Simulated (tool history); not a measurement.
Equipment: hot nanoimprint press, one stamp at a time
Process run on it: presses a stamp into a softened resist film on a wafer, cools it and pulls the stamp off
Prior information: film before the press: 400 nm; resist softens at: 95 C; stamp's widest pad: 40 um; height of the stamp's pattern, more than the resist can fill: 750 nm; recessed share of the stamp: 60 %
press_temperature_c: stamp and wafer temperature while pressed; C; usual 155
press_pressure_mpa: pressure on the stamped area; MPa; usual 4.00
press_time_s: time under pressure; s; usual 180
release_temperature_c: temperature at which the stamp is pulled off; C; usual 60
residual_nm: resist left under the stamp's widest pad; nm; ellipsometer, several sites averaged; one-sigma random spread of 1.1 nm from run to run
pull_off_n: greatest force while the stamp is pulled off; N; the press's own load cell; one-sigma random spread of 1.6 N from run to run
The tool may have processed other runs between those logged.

run   hour  press_temperature_c  press_pressure_mpa  press_time_s  release_temperature_c  residual_nm  pull_off_n
  1    0.0                  155                4.00           180                     60        161.4         157
  2   22.5                  155                4.00           180                     60        158.8         155
  3   49.9                  153                4.00           180                     60        183.7         156
  4   67.8                  161                4.00           180                     60        111.2         156
  5   83.1                  161                4.00           180                     60        110.5         156
  6   95.4                  155                4.00           156                     60        172.1         158
  7  121.8                  155                4.00           156                     60        168.9         157
  8  143.2                  155                4.00           156                     60        172.3         160
  9  164.1                  155                4.00           156                     60        170.2         159
 10  185.6                  155                4.00           180                     59        161.4         158
 11  199.8                  155                4.00           180                     45        160.7         199
 12  220.1                  155                4.00           180                     45        160.7         194
 13  231.6                  155                4.00           180                     45        162.6         198
 14  255.9                  155                3.40           180                     60        174.0         158
 15  284.2                  155                3.40           180                     60        173.3         156
 16  308.6                  155                2.74           180                     51        188.2         182
 17  325.3                  144                3.96           180                     51        294.9         181
 18  338.7                  144                3.96            95                     61        326.3         152
 19  355.0                  144                3.96            95                     61        331.6         154
 20  378.2                  150                4.00           195                     57        210.8         167
 21  397.7                  155                5.60           266                     52        116.0         176
 22  416.6                  165                3.88           266                     52         72.3         179
 23  443.4                  165                3.88           266                     52         73.7         180
 24  460.2                  165                3.88           266                     52         72.8         179
 25  478.4                  153                3.72           227                     63        172.2         151
 26  494.8                  155                6.32           180                     64        133.3         144
 27  506.9                  155                6.32           180                     64        131.9         145
 28  533.0                  155                3.26           180                     66        176.4         141
 29  547.8                  158                3.75           115                     64        165.3         146

Not shown: 2 entries that the log had between the listed runs. Between which runs, and how does the tool's hidden state differ before and after?
From run 13 to run 14: plate thermocouple calibrated (hour 252.5)
  true temperature over the reading, C: -0.06 -> 0; grip of the stamp's worn release coat, % over a new coat's: 0.4 -> 0.5
From run 14 to run 15: stamp cleaned and given a new release coat (hour 270.2)
  pressure that arrives at the usual setting, %: 99.95 -> 99.94; grip of the stamp's worn release coat, % over a new coat's: 0.5 -> 0
